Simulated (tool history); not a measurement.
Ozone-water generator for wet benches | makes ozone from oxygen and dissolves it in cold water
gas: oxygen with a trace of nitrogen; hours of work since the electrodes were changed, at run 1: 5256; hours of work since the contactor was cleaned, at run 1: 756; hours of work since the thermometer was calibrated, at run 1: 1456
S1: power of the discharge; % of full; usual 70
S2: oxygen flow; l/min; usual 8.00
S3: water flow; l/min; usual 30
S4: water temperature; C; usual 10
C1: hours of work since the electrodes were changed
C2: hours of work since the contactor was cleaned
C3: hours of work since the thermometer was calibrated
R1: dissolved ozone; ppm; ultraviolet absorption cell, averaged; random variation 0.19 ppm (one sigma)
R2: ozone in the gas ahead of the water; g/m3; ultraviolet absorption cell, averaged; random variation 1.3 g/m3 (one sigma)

run,hour,S1,S2,S3,S4,C1,C2,C3,R1,R2
1,0.0,70,8.00,30,10,5256,756,1456,27.1,239.8
2,163.9,70,8.00,30,10,5358,857,1557,27.1,240.1
3,373.2,70,8.00,30,10,5487,987,1686,26.9,236.4
4,535.6,70,8.00,18,10,5588,1087,1787,41.8,239.4
5,626.9,70,8.00,18,10,5644,1144,1843,41.5,236.2
6,820.6,70,8.00,18,10,5764,1263,1963,40.9,240.4
7,1010.3,70,8.00,18,10,5881,1381,2080,41.5,240.7
8,1211.5,70,12.59,30,10,6006,1505,2205,29.3,203.5
9,1397.3,70,8.00,25,10,6120,1620,2320,31.5,239.4
10,1494.5,70,8.00,30,10,6181,1680,2380,26.7,238.2
11,1616.6,70,8.00,30,10,6256,1756,2455,27.1,237.2
12,1719.7,70,11.42,30,10,6320,1819,2519,28.9,209.7
13,1916.1,70,4.47,30,10,6441,1941,2640,22.8,298.2
14,2117.3,70,4.47,30,10,6566,2065,2765,23.1,298.7
15,2308.4,70,4.47,30,10,6684,2183,2883,22.6,294.9
16,2454.0,70,4.47,30,10,6774,2273,2973,23.0,297.1
# hour 2500.1: contactor cleaned
17,2667.8,70,4.47,30,10,6904,104,3103,22.5,297.2
18,2777.9,40,8.00,31,10,6972,172,3171,19.8,180.2
19,2966.9,40,8.00,31,10,7089,289,3288,19.8,181.8
# hour 3006.9: electrodes of the discharge changed
20,3179.8,41,8.00,39,5,107,417,3416,16.8,180.8
21,3284.6,52,8.00,33,8,172,481,3480,21.7,206.2
22,3493.1,76,5.31,20,10,301,610,3609,37.4,290.3
23,3692.3,76,8.09,20,10,424,733,3733,40.3,247.4
24,3806.0,76,8.09,20,10,494,804,3803,40.3,249.1
25,3938.4,70,8.00,26,10,576,886,3885,30.9,242.0
26,4118.4,59,4.89,38,15,687,997,3996,15.8,266.5
27,4304.3,59,4.89,38,6,802,1112,4111,17.2,266.1
28,4511.9,59,4.89,38,6,931,1240,4239,17.3,262.9
29,4699.4,59,4.89,38,6,1047,1356,4355,17.3,263.3
30,4857.5,59,4.89,38,6,1144,1454,4453,17.2,264.5
31,5033.8,59,4.89,38,6,1253,1563,4562,17.6,264.4
32,5163.2,97,12.85,30,10,1333,1643,4642,35.4,239.5
33,5367.2,46,9.59,30,14,1459,1769,4768,21.4,180.9

Hidden state at the last listed run before each entry between runs and at the first one after, where it differs:
Between runs 16 and 17: contactor cleaned (hour 2500.1)
  contactor's efficiency, % of a clean one's: 99.9 -> 100
Between runs 19 and 20: electrodes of the discharge changed (hour 3006.9)
  yield of the discharge, % of new electrodes': 99.8 -> 100
